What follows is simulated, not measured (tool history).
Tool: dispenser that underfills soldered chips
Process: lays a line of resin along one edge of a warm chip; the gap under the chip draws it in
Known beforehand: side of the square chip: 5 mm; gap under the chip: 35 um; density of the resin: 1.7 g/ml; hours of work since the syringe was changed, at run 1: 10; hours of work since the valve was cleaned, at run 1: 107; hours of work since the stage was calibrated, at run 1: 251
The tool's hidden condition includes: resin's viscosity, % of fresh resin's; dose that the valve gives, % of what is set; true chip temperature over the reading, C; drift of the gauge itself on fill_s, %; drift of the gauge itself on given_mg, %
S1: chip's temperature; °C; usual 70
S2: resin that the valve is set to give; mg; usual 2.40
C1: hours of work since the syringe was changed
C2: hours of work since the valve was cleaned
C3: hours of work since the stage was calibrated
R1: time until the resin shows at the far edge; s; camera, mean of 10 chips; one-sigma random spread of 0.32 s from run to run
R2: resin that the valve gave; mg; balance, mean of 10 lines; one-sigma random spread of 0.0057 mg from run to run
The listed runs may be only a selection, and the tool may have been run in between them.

run,day,S1,S2,C1,C2,C3,R1,R2
1,0.000,70,2.40,10,107,251,17.2,2.312
# day 0.083: new syringe of resin
2,0.250,60,2.40,3,111,255,23.7,2.304
3,0.712,70,2.82,10,118,262,17.6,2.700
# day 0.825: new syringe of resin
4,1.000,70,2.82,3,123,266,13.8,2.701
5,1.250,70,2.82,7,127,270,15.3,2.691
6,1.512,70,2.82,11,131,274,17.8,2.686
# day 1.554: new syringe of resin
7,1.896,64,2.40,5,136,280,21.5,2.293
# day 1.983: dispensing valve cleaned and set on the balance
# day 2.338: new syringe of resin
8,2.433,64,2.40,2,7,287,18.1,2.399
9,2.758,70,2.79,7,12,292,15.0,2.783
# day 3.071: new syringe of resin
10,3.133,70,2.79,1,17,298,12.8,2.769
11,3.579,70,2.79,8,24,305,15.8,2.767
# day 3.788: new syringe of resin
12,4.075,70,2.40,4,32,312,13.7,2.377
13,4.312,70,2.40,8,36,316,16.1,2.377
# day 4.512: new syringe of resin
14,4.679,70,2.40,3,41,322,13.1,2.378
15,5.112,70,2.40,9,48,328,17.2,2.372
# day 5.250: new syringe of resin
16,5.429,70,2.40,3,53,333,13.4,2.356
17,5.812,72,2.40,9,58,339,15.4,2.366
# day 5.971: new syringe of resin
18,6.062,72,2.40,1,62,343,11.5,2.354
19,6.283,68,2.86,5,66,346,15.8,2.799
20,6.571,68,2.85,9,70,351,18.6,2.795

Estimate the outcome of run 21 from the log above:
# day 6.692: new syringe of resin
21,6.942,68,2.85,4,76,356,?,?

R1: 15.5 s
R2: 2.785 mg
Had the tool carried no hidden state, the very same run would have given R1 12.8 s, R2 2.848 mg.
